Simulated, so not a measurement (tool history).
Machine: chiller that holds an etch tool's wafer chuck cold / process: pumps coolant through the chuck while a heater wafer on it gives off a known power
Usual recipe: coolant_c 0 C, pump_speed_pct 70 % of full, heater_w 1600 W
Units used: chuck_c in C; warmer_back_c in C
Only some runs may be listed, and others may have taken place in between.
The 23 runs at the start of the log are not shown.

Run 24, hour 1874.8: usual settings but coolant_c -3 C, pump_speed_pct 75 % of full, heater_w 852 W. Result: chuck_c 6.4 C, warmer_back_c 4.29 C.
Run 25, hour 1980.4: usual settings but pump_speed_pct 64 % of full. Result: chuck_c 19.9 C, warmer_back_c 9.65 C.
Run 26, hour 2074.4: usual settings but pump_speed_pct 64 % of full. Result: chuck_c 20.0 C, warmer_back_c 9.64 C.
Run 27, hour 2125.7: usual settings but coolant_c 9 C, pump_speed_pct 83 % of full, heater_w 2342 W. Result: chuck_c 31.7 C, warmer_back_c 10.59 C.
Run 28, hour 2207.1: usual settings but coolant_c 4 C. Result: chuck_c 22.5 C, warmer_back_c 8.67 C.
At hour 2216.6: chiller's thermometer calibrated.
Run 29, hour 2263.5: usual settings but heater_w 2093 W. Result: chuck_c 23.6 C, warmer_back_c 11.41 C.
Run 30, hour 2318.8: usual settings but heater_w 963 W. Result: chuck_c 10.6 C, warmer_back_c 5.23 C.
Run 31, hour 2406.3: usual settings but heater_w 963 W. Result: chuck_c 10.9 C, warmer_back_c 5.28 C.

Each row is a separate what-if for the run after 31, all from the same tool condition, not one after another. Results?
Run A, hour 2461.2: usual settings but coolant_c -8 C, pump_speed_pct 100 % of full, heater_w 1924 W. Result: chuck_c ?, warmer_back_c ?.
Run B, hour 2461.2: usual settings but pump_speed_pct 98 % of full. Result: chuck_c ?, warmer_back_c ?.
Run C, hour 2461.2: usual settings but heater_w 1379 W. Result: chuck_c ?, warmer_back_c ?.
Run D, hour 2461.2: usual settings but coolant_c -2 C, pump_speed_pct 73 % of full, heater_w 1435 W. Result: chuck_c ?, warmer_back_c ?.
Run E, hour 2461.2: usual settings but heater_w 825 W. Result: chuck_c ?, warmer_back_c ?.

run  chuck_c  warmer_back_c
  A      7.2           7.09
  B     13.0           6.02
  C     15.6           7.58
  D     13.6           7.50
  E      9.4           4.57
With the hidden condition removed and each run's random variation left untouched, the same runs would have given:
run  chuck_c  warmer_back_c
  A      5.5           6.87
  B     11.5           5.84
  C     13.8           7.35
  D     11.8           7.27
  E      8.3           4.43
